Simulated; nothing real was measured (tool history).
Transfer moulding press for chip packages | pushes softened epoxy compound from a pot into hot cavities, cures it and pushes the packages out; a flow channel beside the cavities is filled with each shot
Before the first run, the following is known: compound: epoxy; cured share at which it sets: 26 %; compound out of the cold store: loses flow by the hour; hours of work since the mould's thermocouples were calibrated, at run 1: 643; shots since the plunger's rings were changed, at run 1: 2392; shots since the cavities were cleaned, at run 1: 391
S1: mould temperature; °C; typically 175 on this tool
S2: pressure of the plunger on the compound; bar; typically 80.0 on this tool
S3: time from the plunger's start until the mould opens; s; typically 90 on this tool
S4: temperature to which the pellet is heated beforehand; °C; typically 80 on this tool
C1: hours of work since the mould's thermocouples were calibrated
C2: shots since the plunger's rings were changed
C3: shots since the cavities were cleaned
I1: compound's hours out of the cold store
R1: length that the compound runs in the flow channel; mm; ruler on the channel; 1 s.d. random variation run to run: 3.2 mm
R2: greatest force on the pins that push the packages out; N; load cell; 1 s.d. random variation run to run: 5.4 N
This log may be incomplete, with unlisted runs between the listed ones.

run,day,S1,S2,S3,S4,C1,C2,C3,I1,R1,R2
1,0.000,175,80.0,90,80,643,2392,391,17.1,566,234
# day 0.296: cavities cleaned with cleaning compound and waxed
2,1.121,175,80.0,90,80,662,2728,262,16.9,567,207
# day 1.762: cavities cleaned with cleaning compound and waxed
3,3.062,175,80.0,90,80,695,3323,412,8.0,575,237
# day 3.329: cavities cleaned with cleaning compound and waxed
4,4.342,175,80.0,90,80,717,3710,322,29.7,538,218
# day 4.821: cavities cleaned with cleaning compound and waxed
# day 5.579: plunger's sealing rings changed
# day 6.454: cavities cleaned with cleaning compound and waxed
5,6.454,175,80.0,90,80,751,258,0,18.0,579,183
# day 7.950: cavities cleaned with cleaning compound and waxed
6,8.246,175,80.0,90,80,782,807,94,39.7,541,189
7,9.325,175,80.0,90,80,801,1149,436,45.9,525,233
# day 9.542: cavities cleaned with cleaning compound and waxed
# day 11.012: cavities cleaned with cleaning compound and waxed
8,11.675,172,80.0,90,80,841,1854,210,41.0,534,225
# day 12.558: cavities cleaned with cleaning compound and waxed
# day 13.638: mould's thermocouples calibrated
# day 14.175: cavities cleaned with cleaning compound and waxed
9,14.175,168,80.0,90,80,9,2581,0,20.9,565,248
# day 15.733: cavities cleaned with cleaning compound and waxed
10,15.758,175,80.0,85,80,36,3064,8,16.7,560,195
# day 17.242: cavities cleaned with cleaning compound and waxed
11,17.562,175,80.0,85,80,67,3616,102,39.6,520,206
# day 18.825: cavities cleaned with cleaning compound and waxed
# day 19.108: plunger's sealing rings changed
12,19.258,175,65.1,90,80,94,48,104,38.9,493,194
# day 20.396: cavities cleaned with cleaning compound and waxed
13,21.112,175,80.0,90,80,126,617,228,36.8,548,228
# day 21.971: cavities cleaned with cleaning compound and waxed
14,22.200,175,80.0,90,80,145,942,73,11.5,593,202
15,23.267,175,80.0,122,80,164,1280,411,14.4,579,209
# day 23.479: cavities cleaned with cleaning compound and waxed
16,24.446,175,80.0,122,80,184,1634,306,21.6,564,201
# day 25.038: cavities cleaned with cleaning compound and waxed
# day 26.554: cavities cleaned with cleaning compound and waxed
17,26.662,175,80.0,81,73,221,2297,34,40.7,529,194
# day 28.175: cavities cleaned with cleaning compound and waxed
18,28.696,173,93.5,81,79,256,2922,165,10.0,625,254
# day 29.838: cavities cleaned with cleaning compound and waxed
19,30.829,173,93.5,73,79,294,3580,314,9.1,616,337
# day 31.379: cavities cleaned with cleaning compound and waxed
20,31.925,175,96.2,85,80,312,3907,172,27.6,582,212
# day 32.554: plunger's sealing rings changed
# day 32.950: cavities cleaned with cleaning compound and waxed
21,33.279,175,96.2,85,80,333,210,104,10.1,657,220
# day 34.438: cavities cleaned with cleaning compound and waxed
22,34.517,175,80.0,74,77,354,583,26,44.8,536,230
23,35.588,175,99.4,90,80,373,922,365,39.6,601,234
# day 35.967: cavities cleaned with cleaning compound and waxed
# day 37.438: cavities cleaned with cleaning compound and waxed
24,37.633,181,78.2,90,80,408,1531,62,14.3,568,174
# day 38.988: cavities cleaned with cleaning compound and waxed
25,38.996,167,67.6,87,79,431,1943,2,37.1,507,270
# day 40.483: cavities cleaned with cleaning compound and waxed
26,41.304,175,80.0,125,80,471,2656,261,25.4,553,206
# day 42.108: cavities cleaned with cleaning compound and waxed
27,43.008,179,70.3,125,80,501,3177,285,17.6,515,208

Here are 3 independent what-if runs from the current tool condition. What would each one return?
# day 43.679: cavities cleaned with cleaning compound and waxed
A,44.508,175,80.0,90,75,526,3633,263,34.6,?,?
# day 43.679: cavities cleaned with cleaning compound and waxed
B,44.508,173,80.0,117,80,526,3633,263,12.0,?,?
# day 43.679: cavities cleaned with cleaning compound and waxed
C,44.508,175,87.2,115,84,526,3633,263,18.6,?,?

run,R1,R2
A,520,217
B,565,208
C,572,206
The same runs, with their run-to-run variation unchanged, on a tool lacking any hidden condition would have given:
run,R1,R2
A,555,179
B,603,169
C,610,167
